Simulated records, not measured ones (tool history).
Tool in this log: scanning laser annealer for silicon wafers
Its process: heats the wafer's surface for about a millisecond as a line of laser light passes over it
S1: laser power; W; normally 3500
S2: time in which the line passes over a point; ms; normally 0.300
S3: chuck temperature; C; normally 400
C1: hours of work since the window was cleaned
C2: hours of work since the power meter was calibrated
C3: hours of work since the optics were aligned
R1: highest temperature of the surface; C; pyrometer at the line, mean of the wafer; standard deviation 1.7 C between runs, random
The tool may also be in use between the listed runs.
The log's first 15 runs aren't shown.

Run 16, hour 178.5: usual settings but S3 407 C; C1 267; C2 525; C3 641. Result: R1 1116 C.
Run 17, hour 193.6: usual settings but S3 407 C; C1 279; C2 536; C3 652. Result: R1 1116 C.
Run 18, hour 208.5: usual settings but S2 0.302 ms, S3 379 C; C1 290; C2 548; C3 664. Result: R1 1088 C.
Run 19, hour 225.3: usual settings but S1 3202 W, S2 0.268 ms, S3 371 C; C1 303; C2 561; C3 677. Result: R1 966 C.
Run 20, hour 239.9: usual settings but S2 0.337 ms, S3 433 C; C1 314; C2 572; C3 688. Result: R1 1180 C.
Run 21, hour 249.3: usual settings but S2 0.337 ms, S3 433 C; C1 321; C2 579; C3 695. Result: R1 1180 C.
Run 22, hour 260.9: usual settings but S1 3515 W, S2 0.346 ms, S3 386 C; C1 330; C2 588; C3 704. Result: R1 1143 C.
Run 23, hour 274.8: usual settings but S1 3786 W, S2 0.308 ms, S3 425 C; C1 341; C2 599; C3 715. Result: R1 1210 C.
Run 24, hour 289.3: usual settings but S1 3786 W, S2 0.308 ms, S3 425 C; C1 352; C2 610; C3 726. Result: R1 1215 C.
Run 25, hour 303.7: usual settings but S1 3790 W, S2 0.249 ms, S3 422 C; C1 363; C2 621; C3 737. Result: R1 1131 C.
Run 26, hour 320.3: usual settings but S1 3790 W, S2 0.355 ms; C1 376; C2 634; C3 750. Result: R1 1242 C.
Run 27, hour 335.8: usual settings but S1 3236 W, S2 0.311 ms, S3 430 C; C1 388; C2 645; C3 761. Result: R1 1071 C.
Run 28, hour 347.6: usual settings but S1 3675 W, S3 387 C; C1 397; C2 655; C3 770. Result: R1 1130 C.
Run 29, hour 358.7: usual settings but S1 3042 W, S2 0.265 ms, S3 399 C; C1 405; C2 663; C3 779. Result: R1 949 C.
Run 30, hour 371.0: usual settings but S1 3042 W, S2 0.265 ms, S3 399 C; C1 415; C2 672; C3 788. Result: R1 948 C.
Run 31, hour 386.8: usual settings but S1 3040 W, S2 0.212 ms, S3 414 C; C1 427; C2 685; C3 801. Result: R1 901 C.
Run 32, hour 401.5: usual settings but S1 3040 W, S2 0.212 ms, S3 414 C; C1 438; C2 696; C3 812. Result: R1 905 C.
At hour 407.5: window over the wafer cleaned.
Run 33, hour 414.6: usual settings but S1 3772 W, S2 0.212 ms, S3 427 C; C1 5; C2 704; C3 820. Result: R1 1092 C.

5 options for the next run, each taken on its own from the tool as it stands now. Forecast them:
Run A, hour 425.5: usual settings but S1 3840 W, S2 0.268 ms, S3 423 C; C1 14; C2 713; C3 829. Result: R1 ?.
Run B, hour 425.5: usual settings but S1 3509 W, S2 0.291 ms, S3 370 C; C1 14; C2 713; C3 829. Result: R1 ?.
Run C, hour 425.5: usual settings but S1 3062 W; C1 14; C2 713; C3 829. Result: R1 ?.
Run D, hour 425.5: usual settings but S1 3630 W; C1 14; C2 713; C3 829. Result: R1 ?.
Run E, hour 425.5: usual settings but S2 0.357 ms; C1 14; C2 713; C3 829. Result: R1 ?.

run    R1
  A  1188
  B  1080
  C  1005
  D  1150
  E  1182
What these runs would have given with no unlogged condition in the tool:
run    R1
  A  1196
  B  1088
  C  1012
  D  1159
  E  1191

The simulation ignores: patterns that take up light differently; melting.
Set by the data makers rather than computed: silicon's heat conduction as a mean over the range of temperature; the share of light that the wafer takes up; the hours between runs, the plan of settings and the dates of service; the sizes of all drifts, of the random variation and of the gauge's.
